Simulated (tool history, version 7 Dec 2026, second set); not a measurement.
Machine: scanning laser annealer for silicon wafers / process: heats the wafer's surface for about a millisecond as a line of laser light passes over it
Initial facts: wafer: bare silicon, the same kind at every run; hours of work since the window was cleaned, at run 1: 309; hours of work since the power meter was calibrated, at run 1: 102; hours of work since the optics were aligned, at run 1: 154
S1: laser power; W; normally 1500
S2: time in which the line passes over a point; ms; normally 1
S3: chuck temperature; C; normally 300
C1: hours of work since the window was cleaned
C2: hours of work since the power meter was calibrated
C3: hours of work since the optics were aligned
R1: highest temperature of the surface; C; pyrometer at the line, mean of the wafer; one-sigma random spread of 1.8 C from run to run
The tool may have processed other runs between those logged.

{"run": 1, "hour": 0.0, "S1": 1500, "S2": 1, "S3": 300, "C1": 309, "C2": 102, "C3": 154, "R1": 984}
{"run": 2, "hour": 13.5, "S1": 1500, "S2": 1, "S3": 300, "C1": 319, "C2": 113, "C3": 164, "R1": 979}
{"run": 3, "hour": 25.3, "S1": 1495, "S2": 1, "S3": 300, "C1": 329, "C2": 122, "C3": 174, "R1": 977}
{"run": 4, "hour": 49.2, "S1": 1495, "S2": 1, "S3": 300, "C1": 348, "C2": 141, "C3": 193, "R1": 975}
{"run": 5, "hour": 70.2, "S1": 1500, "S2": 1, "S3": 300, "C1": 364, "C2": 158, "C3": 209, "R1": 973}
{"hour": 83.9, "done": "window over the wafer cleaned"}
{"run": 6, "hour": 90.5, "S1": 1500, "S2": 1, "S3": 323, "C1": 5, "C2": 172, "C3": 224, "R1": 1037}
{"run": 7, "hour": 109.2, "S1": 1500, "S2": 1, "S3": 300, "C1": 20, "C2": 187, "C3": 239, "R1": 1012}
{"run": 8, "hour": 120.4, "S1": 1500, "S2": 0.74, "S3": 300, "C1": 29, "C2": 196, "C3": 247, "R1": 917}
{"run": 9, "hour": 143.3, "S1": 1500, "S2": 0.74, "S3": 300, "C1": 47, "C2": 214, "C3": 266, "R1": 917}
{"run": 10, "hour": 156.2, "S1": 1500, "S2": 0.74, "S3": 300, "C1": 57, "C2": 224, "C3": 276, "R1": 912}
{"run": 11, "hour": 169.3, "S1": 1500, "S2": 0.74, "S3": 300, "C1": 68, "C2": 234, "C3": 286, "R1": 912}
{"run": 12, "hour": 191.8, "S1": 1500, "S2": 0.74, "S3": 300, "C1": 85, "C2": 252, "C3": 304, "R1": 913}
{"run": 13, "hour": 212.8, "S1": 1500, "S2": 1, "S3": 269, "C1": 102, "C2": 269, "C3": 321, "R1": 971}
{"run": 14, "hour": 230.0, "S1": 1500, "S2": 1, "S3": 314, "C1": 116, "C2": 283, "C3": 334, "R1": 1015}
{"run": 15, "hour": 240.6, "S1": 1302, "S2": 0.99, "S3": 264, "C1": 124, "C2": 291, "C3": 343, "R1": 853}
{"run": 16, "hour": 264.3, "S1": 1462, "S2": 1.05, "S3": 333, "C1": 143, "C2": 310, "C3": 361, "R1": 1024}
{"run": 17, "hour": 274.3, "S1": 1413, "S2": 1.05, "S3": 333, "C1": 151, "C2": 318, "C3": 369, "R1": 995}
{"run": 18, "hour": 289.4, "S1": 1500, "S2": 0.87, "S3": 312, "C1": 163, "C2": 330, "C3": 381, "R1": 960}
{"run": 19, "hour": 308.5, "S1": 1500, "S2": 0.87, "S3": 312, "C1": 178, "C2": 345, "C3": 396, "R1": 958}

Expected results for the next run?
{"run": 20, "hour": 327.2, "S1": 1551, "S2": 0.86, "S3": 322, "C1": 193, "C2": 360, "C3": 411, "R1": "?"}

Run 20 came out at R1 995 C.
The same run, on a tool lacking any hidden state, would have yielded R1 1021 C.

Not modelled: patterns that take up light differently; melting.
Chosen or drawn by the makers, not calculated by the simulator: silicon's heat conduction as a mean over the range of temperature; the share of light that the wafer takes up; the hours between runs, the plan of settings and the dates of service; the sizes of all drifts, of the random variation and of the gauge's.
